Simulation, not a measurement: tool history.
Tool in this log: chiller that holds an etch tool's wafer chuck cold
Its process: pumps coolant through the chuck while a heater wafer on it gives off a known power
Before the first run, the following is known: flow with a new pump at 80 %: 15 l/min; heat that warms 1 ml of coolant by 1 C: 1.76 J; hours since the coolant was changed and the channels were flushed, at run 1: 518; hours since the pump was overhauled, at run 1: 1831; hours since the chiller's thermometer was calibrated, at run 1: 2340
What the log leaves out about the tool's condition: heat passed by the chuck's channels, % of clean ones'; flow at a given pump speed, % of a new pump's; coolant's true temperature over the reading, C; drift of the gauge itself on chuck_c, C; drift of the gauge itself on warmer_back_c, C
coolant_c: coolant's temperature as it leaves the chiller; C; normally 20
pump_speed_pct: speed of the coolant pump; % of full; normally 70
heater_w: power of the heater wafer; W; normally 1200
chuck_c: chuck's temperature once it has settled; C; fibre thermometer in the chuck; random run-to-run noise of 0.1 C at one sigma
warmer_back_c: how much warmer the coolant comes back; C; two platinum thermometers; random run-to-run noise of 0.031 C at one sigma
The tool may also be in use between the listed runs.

run    hour  coolant_c  pump_speed_pct  heater_w  hours since the coolant was changed and the channels were flushed  hours since the pump was overhauled  hours since the chiller's thermometer was calibrated  chuck_c  warmer_back_c
  1       0         20              70      1200                                                                518                                 1831                                                  2340     29.6           3.17
  2    70.7         20              70      1200                                                                589                                 1902                                                  2411     29.7           3.12
  3   154.1         20              70      1200                                                                672                                 1985                                                  2494     29.8           3.11
  4     230         20              70      1200                                                                748                                 2061                                                  2570     29.8           3.12
  5   289.4         20              97      1200                                                                808                                 2121                                                  2630     28.2           2.22
  6     392         12              97      1200                                                                910                                 2223                                                  2732     20.2            2.2
  7   497.9         20              94      1200                                                               1016                                 2329                                                  2838     28.1           2.31
  8   608.2         20              94      1200                                                               1127                                 2439                                                  2949     28.3           2.28
  9   696.2         20              94      1200                                                               1215                                 2527                                                  3037     28.2            2.3
 10   788.4         20              94      1200                                                               1307                                 2620                                                  3129     28.3           2.29
 11   876.5         20              94      1200                                                               1395                                 2708                                                  3217     28.3           2.29
 12   978.5         20              94      1200                                                               1497                                 2810                                                  3319     28.4           2.27
 13  1079.2         27              94      1200                                                               1598                                 2910                                                  3420     35.2           2.24
 14  1167.3         20              70      1200                                                               1686                                 2998                                                  3508     29.7           3.08
 15  1218.2         20              70      1200                                                               1737                                 3049                                                  3559     29.5           3.09
 16  1295.3         20              70      1200                                                               1814                                 3126                                                  3636     29.7           3.12
 17  1375.5         16              70      1210                                                               1894                                 3207                                                  3716     25.7           3.07
 18  1431.7         16              83       922                                                               1950                                 3263                                                  3772     22.8           1.96
 19  1537.2         27              84       749                                                               2056                                 3368                                                  3878     32.5           1.54
 20  1631.3         25              70      1200                                                               2150                                 3462                                                  3972     34.8            3.1
 21  1707.4         20              65       756                                                               2226                                 3539                                                  4048     26.5           2.05
 22  1784.4         25              81       756                                                               2303                                 3616                                                  4125     30.8           1.56
 23  1880.2         25              81       756                                                               2399                                 3711                                                  4221     30.7           1.63
 24  1985.4         25              81       756                                                               2504                                 3817                                                  4326     30.4           1.65
 25  2076.9         25              81       756                                                               2595                                 3908                                                  4417     30.8           1.61
 26  2137.9         25              81      1556                                                               2656                                 3969                                                  4478     36.5           3.42
 27  2189.9         20              64      1655                                                               2708                                 4021                                                  4530     34.2           4.62
 28  2278.4         26              70       738                                                               2797                                 4110                                                  4619       32           1.73
 29  2347.3         27              90      1004                                                               2866                                 4178                                                  4688     34.2           1.88
 30  2446.3         23              77      1200                                                               2965                                 4277                                                  4787     32.1           2.73
 31    2523         23              77      1200                                                               3041                                 4354                                                  4863     32.1           2.67

What if the next run were any one of these 4? Each begins from the tool's condition after run 31:
  A  2618.6         17              93      1200                                                               3137                                 4450                                                  4959        ?              ?
  B  2618.6         16              93       936                                                               3137                                 4450                                                  4959        ?              ?
  C  2618.6         23              77       829                                                               3137                                 4450                                                  4959        ?              ?
  D  2618.6         25              68      1200                                                               3137                                 4450                                                  4959        ?              ?

run  chuck_c  warmer_back_c
  A     25.4           2.23
  B     22.8           1.69
  C     29.4           1.82
  D     34.9           3.09
With no hidden state in the tool, these same runs would have given:
run  chuck_c  warmer_back_c
  A     25.4           2.35
  B     22.7           1.81
  C     29.3           1.94
  D     34.8           3.21

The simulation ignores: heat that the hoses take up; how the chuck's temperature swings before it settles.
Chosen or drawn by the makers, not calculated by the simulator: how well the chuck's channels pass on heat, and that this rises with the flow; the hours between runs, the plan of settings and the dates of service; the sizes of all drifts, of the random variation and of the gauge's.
